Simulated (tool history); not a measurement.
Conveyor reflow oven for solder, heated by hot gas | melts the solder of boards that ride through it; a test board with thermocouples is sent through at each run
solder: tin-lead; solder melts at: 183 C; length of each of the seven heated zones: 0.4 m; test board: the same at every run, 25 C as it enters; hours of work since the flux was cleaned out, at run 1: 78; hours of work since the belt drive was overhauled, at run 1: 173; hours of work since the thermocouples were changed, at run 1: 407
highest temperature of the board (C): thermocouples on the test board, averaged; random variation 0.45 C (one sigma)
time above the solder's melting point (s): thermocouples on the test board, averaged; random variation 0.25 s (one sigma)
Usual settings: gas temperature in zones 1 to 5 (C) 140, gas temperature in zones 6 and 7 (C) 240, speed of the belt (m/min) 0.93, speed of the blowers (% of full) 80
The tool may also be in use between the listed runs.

run	hour	gas temperature in zones 1 to 5 (C)	gas temperature in zones 6 and 7 (C)	speed of the belt (m/min)	speed of the blowers (% of full)	hours of work since the flux was cleaned out	hours of work since the belt drive was overhauled	hours of work since the thermocouples were changed	highest temperature of the board (C)	time above the solder's melting point (s)
1	0	140	240	0.93	80	78	173	407	226.8	43.8
2	10.4	140	240	0.93	80	83	178	412	226.4	43.9
3	18.2	140	240	0.93	80	86	182	415	227.1	43.9
4	24.3	140	240	0.93	80	89	184	418	226.6	43.5
5	36.3	140	240	0.93	78	95	190	423	226.5	44
6	43.1	149	240	0.93	80	98	193	426	227.9	46.3
7	49.4	140	240	0.93	80	100	195	429	227.2	44.3
8	57.9	140	237	0.93	80	104	199	433	223.7	42.6
9	69	140	237	0.93	80	109	204	438	223.6	42.7
10	74.7	140	237	0.93	80	112	207	440	223.3	42.3
11	83	140	237	0.93	80	115	210	444	224.3	42.5
12	93	140	237	0.93	80	120	215	448	224.7	42.4
13	99.5	140	237	0.93	80	123	218	451	223.4	42.6
14	108.5	140	246	0.93	80	127	222	455	232	45.8
15	117.9	140	246	0.93	80	131	226	460	232.3	46
16	128	140	246	0.93	80	135	230	464	232.4	45.8
17	137.9	144	246	1.057	80	140	235	468	229.2	39.6
18	146.4	144	246	1.057	80	144	239	472	228.6	39.9
19	152.2	135	233	0.946	56	146	241	475	210.1	32.3
20	163.1	140	240	0.989	80	151	246	480	225.5	40.4
21	169.8	138	240	0.989	80	154	249	483	224.8	39.6
22	177.3	138	240	0.989	80	157	252	486	225.5	39.9
23	186.7	132	246	0.93	80	161	257	490	229.9	43.3
# hour 196: flux residue cleaned out of gas plates and filters
24	200.6	153	240	0.903	62	2	261	494	225.1	47.3
25	211.7	128	253	1.114	56	7	265	499	218.1	29.6
26	222.8	133	231	0.799	56	12	270	504	215	42.6
27	229.3	151	232	0.881	75	15	273	507	222.7	46.9
28	235	151	232	0.881	75	17	276	509	222.6	47.1
29	241.9	144	241	1.033	75	20	279	513	222.7	38.9
30	250.5	148	246	0.778	83	24	283	516	239.1	59.6

Hidden state or all else? Some run-to-run changes of highest temperature of the board (C), split into what the settings, what came in and random variation would give without the hidden state, and what is left for the hidden state (with any gauge scatter that isn't in both results):
The hidden state here: heat that the gas passes to the board, % of a clean oven's; belt's true speed, % of the reading; true gas temperature in zones 6 and 7 over the reading, C; drift of the gauge itself on peak_c, C; drift of the gauge itself on liquid_s, %.
Run 18 -> 19: gas temperature in zones 1 to 5 (C) 144 -> 135, gas temperature in zones 6 and 7 (C) 246 -> 233, speed of the belt (m/min) 1.057 -> 0.946, speed of the blowers (% of full) 80 -> 56. highest temperature of the board (C) -18.5: hidden state +0.1, all else -18.6.
Run 19 -> 20: gas temperature in zones 1 to 5 (C) 135 -> 140, gas temperature in zones 6 and 7 (C) 233 -> 240, speed of the belt (m/min) 0.946 -> 0.989, speed of the blowers (% of full) 56 -> 80. highest temperature of the board (C) +15.4: hidden state +0, all else +15.4.
Run 23 -> 24: gas temperature in zones 1 to 5 (C) 132 -> 153, gas temperature in zones 6 and 7 (C) 246 -> 240, speed of the belt (m/min) 0.93 -> 0.903, speed of the blowers (% of full) 80 -> 62, flux residue cleaned out of gas plates and filters. highest temperature of the board (C) -4.8: hidden state +0.3, all else -5.1.
Run 25 -> 26: gas temperature in zones 1 to 5 (C) 128 -> 133, gas temperature in zones 6 and 7 (C) 253 -> 231, speed of the belt (m/min) 1.114 -> 0.799. highest temperature of the board (C) -3.1: hidden state +0.2, all else -3.3.
Run 29 -> 30: gas temperature in zones 1 to 5 (C) 144 -> 148, gas temperature in zones 6 and 7 (C) 241 -> 246, speed of the belt (m/min) 1.033 -> 0.778, speed of the blowers (% of full) 75 -> 83. highest temperature of the board (C) +16.4: hidden state +0.2, all else +16.2.
